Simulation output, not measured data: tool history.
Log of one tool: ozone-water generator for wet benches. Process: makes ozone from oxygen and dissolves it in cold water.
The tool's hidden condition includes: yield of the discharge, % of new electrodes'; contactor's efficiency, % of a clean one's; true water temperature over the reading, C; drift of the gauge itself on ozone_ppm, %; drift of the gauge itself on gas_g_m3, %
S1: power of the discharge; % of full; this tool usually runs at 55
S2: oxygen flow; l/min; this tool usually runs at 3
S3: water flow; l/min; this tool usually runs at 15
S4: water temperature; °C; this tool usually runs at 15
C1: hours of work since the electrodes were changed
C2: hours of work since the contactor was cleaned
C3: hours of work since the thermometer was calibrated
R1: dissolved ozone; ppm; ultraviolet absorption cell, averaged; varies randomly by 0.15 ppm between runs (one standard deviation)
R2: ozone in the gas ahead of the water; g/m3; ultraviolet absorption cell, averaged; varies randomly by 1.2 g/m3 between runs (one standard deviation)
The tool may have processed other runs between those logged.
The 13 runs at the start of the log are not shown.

run,hour,S1,S2,S3,S4,C1,C2,C3,R1,R2
14,249.5,55,3,15,15,1139,1630,1946,17.1,220.1
15,279.4,55,3,15,15,1164,1655,1971,16.8,218.9
16,305.6,55,3,15,15,1186,1677,1993,16.9,217.9
17,327.2,55,3,15,15,1204,1695,2011,16.8,219.1
18,354.6,55,3.92,15,12,1227,1718,2034,18.1,190.1
19,376.8,63,2,15,15,1246,1737,2052,17.7,300
20,399.8,83,4.63,15,11,1265,1756,2072,23.8,225.3
21,415.5,44,4.63,10,12,1278,1769,2085,21.6,148.9
# hour 418.5: water thermometer calibrated
22,443.9,44,4.63,10,12,1302,1793,21,21.7,148.5
23,468.2,64,4.63,21,20,1322,1813,42,12.9,191
24,491.8,64,4.63,21,20,1342,1833,62,13.1,190.8
25,518.2,55,3.95,15,9,1364,1855,84,18.7,186.4
26,534,66,2.51,14,18,1377,1868,97,19.1,270.4
27,557.6,46,3,15,11,1397,1888,117,15.6,194.4
28,572,61,1.6,14,13,1409,1900,129,18.3,331.7

Run 29 comes next. What will it give?
# hour 578.5: water thermometer calibrated, once more
29,602.5,61,3.83,14,9,1434,1925,20,?,?

R1: 20.8 ppm
R2: 202.5 g/m3
If the tool had no hidden condition, the same run with the same run-to-run variation would have returned R1 22.4 ppm, R2 213.4 g/m3.
